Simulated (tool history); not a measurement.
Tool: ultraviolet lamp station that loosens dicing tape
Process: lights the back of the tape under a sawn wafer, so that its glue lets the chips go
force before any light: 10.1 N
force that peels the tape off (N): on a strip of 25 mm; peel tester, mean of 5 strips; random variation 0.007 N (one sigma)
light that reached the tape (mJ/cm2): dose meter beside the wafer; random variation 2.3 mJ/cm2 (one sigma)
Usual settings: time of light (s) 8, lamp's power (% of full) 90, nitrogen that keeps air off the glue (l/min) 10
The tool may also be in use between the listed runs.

run   hour  time of light (s)  lamp's power (% of full)  nitrogen that keeps air off the glue (l/min)  force that peels the tape off (N)  light that reached the tape (mJ/cm2)
  1      0                  8                        90                                            10                              0.233                                   231
  2   10.7                  8                        75                                            10                              0.398                                   186
  3   19.8                  8                        90                                             4                              0.463                                   230
  4     35                  8                        90                                            10                              0.241                                   223
  5   46.9                  8                        90                                            10                              0.245                                   231
  6   58.6                  6                        90                                            10                              0.517                                   171
  7   69.9                  6                        90                                            10                              0.504                                   169
  8   80.2                  6                        90                                            10                               0.52                                   169
  9   94.6                  6                        90                                            10                              0.508                                   170
 10  106.9                 12                        96                                            10                              0.106                                   361
 11  122.1                  7                        67                                             6                              1.008                                   148
 12  136.9                  7                        67                                             6                              1.001                                   150

Run 13 comes next. What will it give?
 13  144.7                  7                        70                                             5                                  ?                                     ?

{"run 13": {"force that peels the tape off (N)": 1.011, "light that reached the tape (mJ/cm2)": 155}}
Without the tool's hidden state the same run would have given force that peels the tape off (N) 1.006, light that reached the tape (mJ/cm2) 156.

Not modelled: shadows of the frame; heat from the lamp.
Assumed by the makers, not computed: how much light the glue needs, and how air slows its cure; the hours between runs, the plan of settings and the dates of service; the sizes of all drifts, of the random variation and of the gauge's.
